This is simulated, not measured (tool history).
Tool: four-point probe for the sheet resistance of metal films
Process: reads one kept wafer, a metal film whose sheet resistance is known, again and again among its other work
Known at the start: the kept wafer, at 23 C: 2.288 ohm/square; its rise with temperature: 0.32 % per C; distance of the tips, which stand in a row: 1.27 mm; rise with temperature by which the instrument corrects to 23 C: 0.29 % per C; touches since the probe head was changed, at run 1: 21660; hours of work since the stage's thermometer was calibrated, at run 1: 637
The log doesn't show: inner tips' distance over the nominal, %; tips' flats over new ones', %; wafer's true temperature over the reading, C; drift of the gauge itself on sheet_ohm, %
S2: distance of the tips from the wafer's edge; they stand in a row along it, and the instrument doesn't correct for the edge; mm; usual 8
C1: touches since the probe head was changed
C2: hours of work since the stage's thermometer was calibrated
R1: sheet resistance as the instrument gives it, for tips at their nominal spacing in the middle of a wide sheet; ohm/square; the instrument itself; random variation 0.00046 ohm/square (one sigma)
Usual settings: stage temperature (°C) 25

run 1 hour=0.0 | stage_temperature_(°C)=25 S2=8 | C1=21660 C2=637 | R1=2.320754
run 2 hour=14.9 | stage_temperature_(°C)=25 S2=8 | C1=22260 C2=649 | R1=2.319848
run 3 hour=29.5 | stage_temperature_(°C)=25 S2=8 | C1=22847 C2=660 | R1=2.320661
run 4 hour=47.9 | stage_temperature_(°C)=28 S2=8 | C1=23586 C2=675 | R1=2.322559
run 5 hour=67.9 | stage_temperature_(°C)=21 S2=8 | C1=24389 C2=691 | R1=2.317230
run 6 hour=91.4 | stage_temperature_(°C)=25 S2=16 | C1=25334 C2=710 | R1=2.297316
run 7 hour=115.0 | stage_temperature_(°C)=25 S2=16 | C1=26281 C2=728 | R1=2.297093
run 8 hour=126.2 | stage_temperature_(°C)=25 S2=5 | C1=26731 C2=737 | R1=2.366612
run 9 hour=139.6 | stage_temperature_(°C)=25 S2=5 | C1=27270 C2=748 | R1=2.366498
run 10 hour=149.5 | stage_temperature_(°C)=22 S2=8 | C1=27670 C2=756 | R1=2.318305
run 11 hour=162.5 | stage_temperature_(°C)=32 S2=6 | C1=28191 C2=766 | R1=2.348837
run 12 hour=183.1 | stage_temperature_(°C)=19 S2=6 | C1=29018 C2=782 | R1=2.340073
run 13 hour=200.8 | stage_temperature_(°C)=19 S2=6 | C1=29729 C2=796 | R1=2.339978

Run 14 comes next. What will it give?
run 14 hour=217.8 | stage_temperature_(°C)=26 S2=3 | C1=30412 C2=810 | R1=?

R1: 2.490225 ohm/square
Without the tool's hidden state the same run would have given R1 2.490044 ohm/square.
